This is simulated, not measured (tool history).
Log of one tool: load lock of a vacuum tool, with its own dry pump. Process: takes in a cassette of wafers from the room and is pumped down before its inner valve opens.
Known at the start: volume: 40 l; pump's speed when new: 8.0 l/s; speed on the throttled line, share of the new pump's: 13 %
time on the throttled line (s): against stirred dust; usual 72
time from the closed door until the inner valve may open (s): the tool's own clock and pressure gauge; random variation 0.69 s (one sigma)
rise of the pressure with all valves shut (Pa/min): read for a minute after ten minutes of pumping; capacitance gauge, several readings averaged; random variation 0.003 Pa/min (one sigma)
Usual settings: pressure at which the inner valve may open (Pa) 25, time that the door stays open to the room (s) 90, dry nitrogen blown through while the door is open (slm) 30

run	day	time on the throttled line (s)	pressure at which the inner valve may open (Pa)	time that the door stays open to the room (s)	dry nitrogen blown through while the door is open (slm)	incoming humidity of the room's air, %	time from the closed door until the inner valve may open (s)	rise of the pressure with all valves shut (Pa/min)
1	0.000	72	25	90	30	45.1	104.4	0.045
2	3.404	72	25	90	30	46.2	105.3	0.049
3	5.588	72	25	90	30	43.8	103.8	0.044
4	8.279	72	25	90	5	46.3	104.3	0.064
5	10.992	105	25	90	30	49.4	133.6	0.047
6	14.050	72	34	90	30	46.0	101.1	0.041
7	16.958	72	25	90	21	42.7	105.7	0.055
8	20.404	72	25	90	21	43.8	104.7	0.049
9	22.721	72	25	90	30	41.9	105.0	0.046
10	24.658	72	25	90	30	46.1	104.7	0.050
11	27.858	72	25	90	30	45.4	105.0	0.046
12	30.250	72	43	90	30	40.5	102.4	0.051
13	31.958	72	43	90	30	44.2	101.5	0.051
14	33.888	97	20	205	5	48.3	128.0	0.117
15	37.071	37	20	93	5	44.7	74.6	0.065
16	39.838	36	25	90	30	44.9	73.3	0.052
17	41.362	79	22	46	42	44.7	112.0	0.040
18	43.775	114	30	90	30	42.3	138.5	0.053
19	45.938	114	30	90	30	42.5	139.2	0.054
20	48.950	114	30	90	30	44.5	140.5	0.057
21	51.421	109	25	131	20	46.1	138.0	0.071
22	54.896	109	41	122	11	45.0	134.5	0.084
23	56.725	109	19	122	16	43.4	138.8	0.076
24	59.696	109	21	51	9	43.6	136.2	0.064
25	62.717	69	41	77	7	42.8	100.4	0.071

5 ways to go on from here, each from the tool as it stands after run 25. What would each give?
A	65.817	69	21	77	7	46.2	?	?
B	65.817	66	41	201	7	42.0	?	?
C	65.817	69	39	128	7	45.9	?	?
D	65.817	72	25	75	5	44.7	?	?
E	65.817	106	44	47	7	48.7	?	?

run	time from the closed door until the inner valve may open (s)	rise of the pressure with all valves shut (Pa/min)
A	104.0	0.076
B	97.7	0.101
C	99.1	0.088
D	105.1	0.077
E	129.7	0.064
Without the tool's hidden state the same runs would have given:
run	time from the closed door until the inner valve may open (s)	rise of the pressure with all valves shut (Pa/min)
A	103.3	0.044
B	97.0	0.068
C	98.5	0.056
D	104.4	0.045
E	129.2	0.032
